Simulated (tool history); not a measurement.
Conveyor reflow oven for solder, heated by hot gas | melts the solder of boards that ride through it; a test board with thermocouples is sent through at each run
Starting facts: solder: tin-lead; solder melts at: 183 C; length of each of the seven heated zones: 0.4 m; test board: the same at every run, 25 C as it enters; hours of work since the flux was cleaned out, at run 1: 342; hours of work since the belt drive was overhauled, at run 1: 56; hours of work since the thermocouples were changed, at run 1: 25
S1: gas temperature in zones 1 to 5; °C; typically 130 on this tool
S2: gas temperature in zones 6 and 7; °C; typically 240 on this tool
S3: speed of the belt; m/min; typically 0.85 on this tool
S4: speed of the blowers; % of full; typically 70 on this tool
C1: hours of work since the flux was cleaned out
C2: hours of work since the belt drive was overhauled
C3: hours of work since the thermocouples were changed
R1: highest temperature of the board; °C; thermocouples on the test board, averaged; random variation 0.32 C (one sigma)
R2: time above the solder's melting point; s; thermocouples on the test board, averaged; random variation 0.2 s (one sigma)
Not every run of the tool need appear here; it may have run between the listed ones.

run	hour	S1	S2	S3	S4	C1	C2	C3	R1	R2
1	0	130	240	0.85	70	342	56	25	217.2	40.2
2	4.9	130	240	0.85	70	346	60	28	216.8	39.5
3	9.1	130	240	0.85	70	349	63	31	217.1	39.6
4	15.5	130	240	0.85	70	354	67	36	217.8	39.6
5	24	130	240	0.85	70	360	73	42	216.6	39.8
# hour 29.8: flux residue cleaned out of gas plates and filters
6	37.7	130	240	0.85	70	6	79	48	216.2	39.1
7	46.2	130	240	0.85	70	12	86	54	216.2	39.3
8	53.7	130	240	0.85	70	17	91	59	215.8	39
9	60.5	130	240	0.85	70	22	96	64	215.6	39.3
10	66.2	130	240	0.85	70	26	100	68	216.5	38.9
11	71.6	130	240	0.85	70	30	104	72	215.6	39.4
# hour 81.2: flux residue cleaned out of gas plates and filters, once more
12	84.2	130	240	0.85	53	2	109	78	214.6	38.9
13	90.3	142	240	0.85	70	7	113	82	222.4	46.4
14	96.3	130	240	0.85	70	11	118	86	219.9	41.9
15	105.2	130	240	0.85	70	17	124	93	219.8	41.9
16	109.1	130	240	0.85	70	20	127	95	219.5	42.1
17	117.6	130	240	0.85	70	26	133	102	220.4	41.8
18	122.3	130	240	0.85	70	29	136	105	219.8	41.9
19	126.4	130	253	0.85	52	32	139	108	225.6	44.7
20	134.2	130	253	0.85	52	38	145	113	226	44.3
21	142.5	137	243	0.85	70	44	151	119	224	45.1
22	148.8	137	248	0.792	70	48	155	124	231.3	52.8
23	154.5	137	248	0.792	70	52	159	128	230.5	52.3
24	161.9	117	232	0.823	51	58	165	133	204.6	29.3
25	169.8	117	232	0.827	71	63	170	139	211.6	34.9
26	176.2	137	240	0.893	59	68	175	143	216.1	38.5
27	181.2	137	240	0.893	59	71	178	147	216.3	38.8
28	186.6	130	238	0.789	63	75	182	151	219	44.4
29	191.5	130	240	0.735	70	79	186	154	224.2	51.4
30	197.2	130	240	0.735	70	83	190	158	224.3	51.6
31	205.7	130	240	0.735	70	89	196	165	223.9	51.9

Consider 3 possible next runs. They are alternatives, not a sequence: every one starts from the tool as it was left by run 31. What does each give?
A	209.9	130	246	0.805	70	92	199	168	?	?
B	209.9	130	247	1.013	76	92	199	168	?	?
C	209.9	130	240	0.953	81	92	199	168	?	?

run	R1	R2
A	226.4	47.9
B	219.4	34.2
C	217.9	36
Take away the tool's hidden state, keep each run's random variation, and the runs would have read:
run	R1	R2
A	228	48.6
B	221.3	35.1
C	219.7	36.9
